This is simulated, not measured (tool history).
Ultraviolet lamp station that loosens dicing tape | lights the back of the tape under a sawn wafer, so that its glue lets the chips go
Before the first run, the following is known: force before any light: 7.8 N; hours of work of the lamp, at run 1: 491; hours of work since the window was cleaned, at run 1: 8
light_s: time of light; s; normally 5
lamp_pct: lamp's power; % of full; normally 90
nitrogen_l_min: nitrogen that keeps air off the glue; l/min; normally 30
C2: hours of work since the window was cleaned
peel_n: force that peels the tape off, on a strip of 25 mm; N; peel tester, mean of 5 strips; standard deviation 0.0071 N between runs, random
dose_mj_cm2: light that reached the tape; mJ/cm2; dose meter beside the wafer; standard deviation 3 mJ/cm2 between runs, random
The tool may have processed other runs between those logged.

Run 1, day 0.000: usual settings; hours of work of the lamp 491; C2 8. Result: peel_n 0.255 N, dose_mj_cm2 436 mJ/cm2.
Run 2, day 0.929: usual settings; hours of work of the lamp 505; C2 23. Result: peel_n 0.249 N, dose_mj_cm2 439 mJ/cm2.
Run 3, day 1.542: usual settings; hours of work of the lamp 515; C2 33. Result: peel_n 0.244 N, dose_mj_cm2 441 mJ/cm2.
Run 4, day 2.783: usual settings; hours of work of the lamp 535; C2 52. Result: peel_n 0.249 N, dose_mj_cm2 437 mJ/cm2.
Run 5, day 3.838: usual settings; hours of work of the lamp 552; C2 69. Result: peel_n 0.249 N, dose_mj_cm2 436 mJ/cm2.
Run 6, day 4.658: usual settings; hours of work of the lamp 565; C2 83. Result: peel_n 0.245 N, dose_mj_cm2 438 mJ/cm2.
Run 7, day 5.512: usual settings; hours of work of the lamp 579; C2 96. Result: peel_n 0.250 N, dose_mj_cm2 436 mJ/cm2.
Run 8, day 6.862: usual settings; hours of work of the lamp 600; C2 118. Result: peel_n 0.255 N, dose_mj_cm2 437 mJ/cm2.
Run 9, day 7.933: usual settings; hours of work of the lamp 618; C2 135. Result: peel_n 0.260 N, dose_mj_cm2 430 mJ/cm2.
Run 10, day 9.250: usual settings but lamp_pct 91 % of full; hours of work of the lamp 639; C2 156. Result: peel_n 0.249 N, dose_mj_cm2 439 mJ/cm2.
Run 11, day 10.596: usual settings but lamp_pct 91 % of full; hours of work of the lamp 660; C2 178. Result: peel_n 0.247 N, dose_mj_cm2 438 mJ/cm2.
Run 12, day 12.050: usual settings; hours of work of the lamp 683; C2 201. Result: peel_n 0.256 N, dose_mj_cm2 439 mJ/cm2.
Run 13, day 12.967: usual settings; hours of work of the lamp 698; C2 215. Result: peel_n 0.249 N, dose_mj_cm2 433 mJ/cm2.
Run 14, day 14.112: usual settings but lamp_pct 72 % of full; hours of work of the lamp 716; C2 234. Result: peel_n 0.363 N, dose_mj_cm2 342 mJ/cm2.
Run 15, day 15.333: usual settings but light_s 4 s; hours of work of the lamp 736; C2 253. Result: peel_n 0.358 N, dose_mj_cm2 353 mJ/cm2.
Run 16, day 16.004: usual settings but light_s 3 s, lamp_pct 76 % of full; hours of work of the lamp 747; C2 264. Result: peel_n 0.904 N, dose_mj_cm2 224 mJ/cm2.
Run 17, day 16.617: usual settings but light_s 3 s, lamp_pct 76 % of full; hours of work of the lamp 756; C2 274. Result: peel_n 0.916 N, dose_mj_cm2 223 mJ/cm2.
Run 18, day 17.392: usual settings but light_s 7 s, lamp_pct 96 % of full, nitrogen_l_min 23 l/min; hours of work of the lamp 769; C2 286. Result: peel_n 0.189 N, dose_mj_cm2 654 mJ/cm2.
Run 19, day 18.067: usual settings but light_s 7 s, lamp_pct 96 % of full, nitrogen_l_min 23 l/min; hours of work of the lamp 780; C2 297. Result: peel_n 0.197 N, dose_mj_cm2 655 mJ/cm2.
Run 20, day 19.050: usual settings but light_s 3 s, lamp_pct 77 % of full; hours of work of the lamp 795; C2 313. Result: peel_n 0.857 N, dose_mj_cm2 218 mJ/cm2.
Run 21, day 20.067: usual settings but light_s 3 s, lamp_pct 77 % of full; hours of work of the lamp 812; C2 329. Result: peel_n 0.877 N, dose_mj_cm2 223 mJ/cm2.
Run 22, day 20.833: usual settings but light_s 3 s, lamp_pct 77 % of full; hours of work of the lamp 824; C2 341. Result: peel_n 0.888 N, dose_mj_cm2 222 mJ/cm2.
Run 23, day 22.033: usual settings but light_s 2 s, lamp_pct 61 % of full, nitrogen_l_min 29 l/min; hours of work of the lamp 843; C2 360. Result: peel_n 2.407 N, dose_mj_cm2 119 mJ/cm2.
Run 24, day 23.104: usual settings but lamp_pct 82 % of full, nitrogen_l_min 49 l/min; hours of work of the lamp 860; C2 378. Result: peel_n 0.258 N, dose_mj_cm2 397 mJ/cm2.
Run 25, day 24.354: usual settings but light_s 4 s, lamp_pct 80 % of full, nitrogen_l_min 29 l/min; hours of work of the lamp 880; C2 398. Result: peel_n 0.461 N, dose_mj_cm2 313 mJ/cm2.
Run 26, day 25.217: usual settings but light_s 4 s, lamp_pct 80 % of full, nitrogen_l_min 29 l/min; hours of work of the lamp 894; C2 411. Result: peel_n 0.466 N, dose_mj_cm2 308 mJ/cm2.
Run 27, day 26.504: usual settings but light_s 4 s, lamp_pct 80 % of full, nitrogen_l_min 15 l/min; hours of work of the lamp 915; C2 432. Result: peel_n 0.635 N, dose_mj_cm2 309 mJ/cm2.
Run 28, day 27.858: usual settings but light_s 4 s, lamp_pct 80 % of full, nitrogen_l_min 15 l/min; hours of work of the lamp 936; C2 454. Result: peel_n 0.623 N, dose_mj_cm2 309 mJ/cm2.

Below are 3 alternative next runs, each starting from the tool's condition after run 28. Predict each:
Run A, day 29.192: usual settings but light_s 9 s, lamp_pct 62 % of full, nitrogen_l_min 31 l/min; hours of work of the lamp 958; C2 475. Result: peel_n ?, dose_mj_cm2 ?.
Run B, day 29.192: usual settings but nitrogen_l_min 16 l/min; hours of work of the lamp 958; C2 475. Result: peel_n ?, dose_mj_cm2 ?.
Run C, day 29.192: usual settings but light_s 4 s, lamp_pct 85 % of full, nitrogen_l_min 19 l/min; hours of work of the lamp 958; C2 475. Result: peel_n ?, dose_mj_cm2 ?.

run  peel_n  dose_mj_cm2
  A   0.199          539
  B   0.295          434
  C   0.474          326
Without the tool's hidden state the same runs would have given:
run  peel_n  dose_mj_cm2
  A   0.199          542
  B   0.292          436
  C   0.469          328
